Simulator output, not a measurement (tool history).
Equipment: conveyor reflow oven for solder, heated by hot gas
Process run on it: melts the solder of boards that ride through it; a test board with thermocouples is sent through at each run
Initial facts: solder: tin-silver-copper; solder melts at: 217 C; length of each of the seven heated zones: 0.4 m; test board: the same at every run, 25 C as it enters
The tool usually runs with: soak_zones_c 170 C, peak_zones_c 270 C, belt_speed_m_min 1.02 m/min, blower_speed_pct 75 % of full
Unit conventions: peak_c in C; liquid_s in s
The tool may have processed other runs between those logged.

run,hour,soak_zones_c,peak_zones_c,belt_speed_m_min,blower_speed_pct,peak_c,liquid_s
1,0,170,270,1.02,75,251,33.1
2,28.7,170,276,1.02,75,255.7,36.1
3,67.1,170,278,1.02,75,257.6,36.5
4,99.4,170,278,1.02,75,257.8,36.9
5,119.5,170,278,1.02,75,257.5,37
6,145.7,170,267,1.02,75,248.3,31.9
7,184.1,170,267,1.02,75,248.4,31.6
8,225.1,170,267,1.02,75,248.3,32.6
9,251.9,170,267,1.02,75,248.8,32.2
10,288.8,170,267,1.02,75,249,32.1
11,307.7,170,267,1.02,75,248.3,32.7
12,348.6,170,267,1.02,75,247.9,32.2
13,365.3,170,267,1.02,72,247.4,31.5
14,402.7,170,270,1.02,75,251,33.6
15,438.9,170,270,1.02,75,250.8,32.4
16,470.8,170,270,1.02,75,252,33.6
17,509.7,170,270,1.08,88,253,32.2
18,537.1,160,270,1.08,88,250.8,29.6
19,572.7,170,281,1.02,63,256.8,35.8
20,603.8,184,267,1.06,53,242.7,30.6
21,646.9,170,284,1.02,75,263.2,37
22,686.6,170,260,1.02,75,242.1,29.6
23,709.9,183,279,0.92,85,267.4,47
24,750.2,183,279,0.92,85,266.4,47.1
25,793.4,170,270,1.02,64,247.8,31
26,814.5,170,270,1.02,90,254.2,35.6
27,844,170,270,1.02,75,251.2,33.5
28,880.9,170,270,1.02,75,251.4,32.3
29,921.2,178,270,1.02,75,251.7,35.4
30,950.5,178,270,1.2,75,247.1,27.9
31,980.1,170,270,1.18,75,246.6,25.3

Withheld: 3 entries from between the runs. Position of each, and hidden state at the listed run before versus the listed run after:
Between runs 14 and 15: flux residue cleaned out of gas plates and filters (hour 429.3)
  heat that the gas passes to the board, % of a clean oven's: 99.5 -> 100
Between runs 20 and 21: belt drive overhauled, speed set with a stopwatch (hour 637.8)
  belt's true speed, % of the reading: 99.93 -> 100
Between runs 24 and 25: thermocouples of zones 6 and 7 changed (hour 787.2)
  true gas temperature in zones 6 and 7 over the reading, C: -0.04 -> 0.01

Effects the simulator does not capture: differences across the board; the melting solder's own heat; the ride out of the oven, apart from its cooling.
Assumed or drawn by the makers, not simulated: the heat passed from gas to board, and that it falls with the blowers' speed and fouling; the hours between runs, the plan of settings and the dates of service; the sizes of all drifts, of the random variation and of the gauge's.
